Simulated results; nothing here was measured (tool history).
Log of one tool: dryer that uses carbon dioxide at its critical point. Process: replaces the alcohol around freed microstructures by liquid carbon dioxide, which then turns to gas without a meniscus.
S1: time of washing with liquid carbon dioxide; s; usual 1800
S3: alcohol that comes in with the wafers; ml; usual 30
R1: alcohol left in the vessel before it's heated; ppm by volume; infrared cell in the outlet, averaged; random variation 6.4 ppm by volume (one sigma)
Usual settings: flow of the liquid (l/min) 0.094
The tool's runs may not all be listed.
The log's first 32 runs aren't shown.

Run 33, hour 295.6: usual settings but S1 1140 s, flow of the liquid (l/min) 0.0711, S3 38 ml. Result: R1 6334 ppm by volume.
Run 34, hour 304.8: usual settings but S1 1440 s, flow of the liquid (l/min) 0.0879, S3 27 ml. Result: R1 1233 ppm by volume.
Run 35, hour 311.6: usual settings but flow of the liquid (l/min) 0.1569, S3 98 ml. Result: R1 124 ppm by volume.
Run 36, hour 320: usual settings but flow of the liquid (l/min) 0.1569, S3 98 ml. Result: R1 125 ppm by volume.
Run 37, hour 327.2: usual settings but S1 1080 s, flow of the liquid (l/min) 0.141. Result: R1 749 ppm by volume.
Run 38, hour 336.2: usual settings but S1 1980 s, flow of the liquid (l/min) 0.1489, S3 120 ml. Result: R1 116 ppm by volume.
Run 39, hour 342.1: usual settings but S1 2700 s, flow of the liquid (l/min) 0.0677, S3 35 ml. Result: R1 338 ppm by volume.
Run 40, hour 349: usual settings but S1 2700 s, flow of the liquid (l/min) 0.0677, S3 35 ml. Result: R1 331 ppm by volume.
Run 41, hour 358.9: usual settings but S1 1860 s, flow of the liquid (l/min) 0.1466, S3 101 ml. Result: R1 142 ppm by volume.
Run 42, hour 365.3: usual settings but S1 1380 s, flow of the liquid (l/min) 0.1146, S3 29 ml. Result: R1 639 ppm by volume.
Run 43, hour 375.8: usual settings but S1 2100 s, flow of the liquid (l/min) 0.0708, S3 32 ml. Result: R1 796 ppm by volume.
Run 44, hour 388.4: usual settings but S1 1080 s, flow of the liquid (l/min) 0.0708, S3 100 ml. Result: R1 20195 ppm by volume.
Run 45, hour 395: usual settings but flow of the liquid (l/min) 0.0728, S3 28 ml. Result: R1 1193 ppm by volume.
Run 46, hour 407.5: usual settings but S1 1140 s, flow of the liquid (l/min) 0.0728, S3 28 ml. Result: R1 4716 ppm by volume.

3 ways to go on from here, each from the tool as it stands after run 46. What would each give?
Run A, hour 414: usual settings but S1 1200 s. Result: R1 ?.
Run B, hour 414: usual settings but S1 1380 s. Result: R1 ?.
Run C, hour 414: usual settings but S1 2040 s, flow of the liquid (l/min) 0.0757, S3 28 ml. Result: R1 ?.

run    R1
  A  2243
  B  1385
  C   648
Without the tool's hidden state the same runs would have given:
run    R1
  A  1604
  B   927
  C   377

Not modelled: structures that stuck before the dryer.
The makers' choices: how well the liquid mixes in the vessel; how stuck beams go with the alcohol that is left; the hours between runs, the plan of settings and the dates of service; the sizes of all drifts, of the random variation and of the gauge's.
